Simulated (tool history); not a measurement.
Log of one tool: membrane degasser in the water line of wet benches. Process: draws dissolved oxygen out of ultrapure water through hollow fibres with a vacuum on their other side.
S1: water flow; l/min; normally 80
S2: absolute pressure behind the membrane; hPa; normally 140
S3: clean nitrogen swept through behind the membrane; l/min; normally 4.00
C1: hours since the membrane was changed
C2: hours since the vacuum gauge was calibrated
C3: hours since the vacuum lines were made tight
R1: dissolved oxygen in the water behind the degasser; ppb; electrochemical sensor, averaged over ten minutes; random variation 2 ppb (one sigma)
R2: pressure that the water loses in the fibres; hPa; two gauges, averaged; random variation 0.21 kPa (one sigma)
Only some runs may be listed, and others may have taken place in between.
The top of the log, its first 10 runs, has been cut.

run	hour	S1	S2	S3	C1	C2	C3	R1	R2
11	2610.4	80	321	11.64	5179	3881	2280	476.5	497.0
12	2818.7	80	321	11.64	5387	4090	2489	480.3	495.6
13	3003.2	80	140	4.00	5572	4274	2673	481.9	495.7
14	3226.9	80	140	4.00	5796	4498	2897	484.8	496.5
15	3499.9	80	140	4.00	6069	4771	3170	485.0	497.1
16	3656.2	80	140	6.53	6225	4927	3326	324.6	497.6
17	3954.4	70	88	4.00	6523	5225	3624	238.7	435.3
18	4240.1	50	140	7.08	6809	5511	3910	189.5	309.2
19	4577.4	123	159	3.84	7146	5848	4247	833.1	764.6
20	4916.1	48	154	4.50	7485	6187	4586	303.2	294.6
21	5087.3	48	148	4.50	7656	6358	4757	290.9	301.3
# hour 5281.4: vacuum gauge calibrated
22	5386.2	48	148	4.50	7954	105	5056	290.5	299.7
23	5628.9	50	261	4.00	8197	348	5298	631.2	313.4
24	5786.5	86	195	9.90	8355	505	5456	357.1	531.8
25	5968.1	86	129	9.90	8536	687	5638	226.3	533.9
26	6215.8	113	214	4.01	8784	934	5885	1023.1	699.5
27	6356.5	113	214	4.01	8925	1075	6026	1019.2	704.7
28	6682.3	113	214	4.01	9250	1401	6352	1015.2	701.9
29	6911.4	87	230	4.07	9480	1630	6581	877.7	538.8
30	7141.5	58	242	4.63	9710	1860	6811	585.9	362.7
31	7471.6	58	242	4.63	10040	2190	7141	585.3	359.4
# hour 7754.8: seals of the vacuum lines changed
32	7757.5	58	242	4.63	10324	2474	3	585.7	359.8

Predict each of these 4 candidate next runs independently; none follows another, all start after run 32:
A	7958.3	89	174	6.10	10525	2675	203	?	?
B	7958.3	54	242	4.63	10525	2675	203	?	?
C	7958.3	58	147	4.63	10525	2675	203	?	?
D	7958.3	48	140	2.66	10525	2675	203	?	?

run	R1	R2
A	482.3	551.9
B	545.6	334.8
C	334.5	362.4
D	431.8	301.7
Stripped of hidden state, with their random variation kept, the same runs would have yielded:
run	R1	R2
A	481.8	550.4
B	545.3	333.9
C	334.2	361.4
D	431.5	300.9
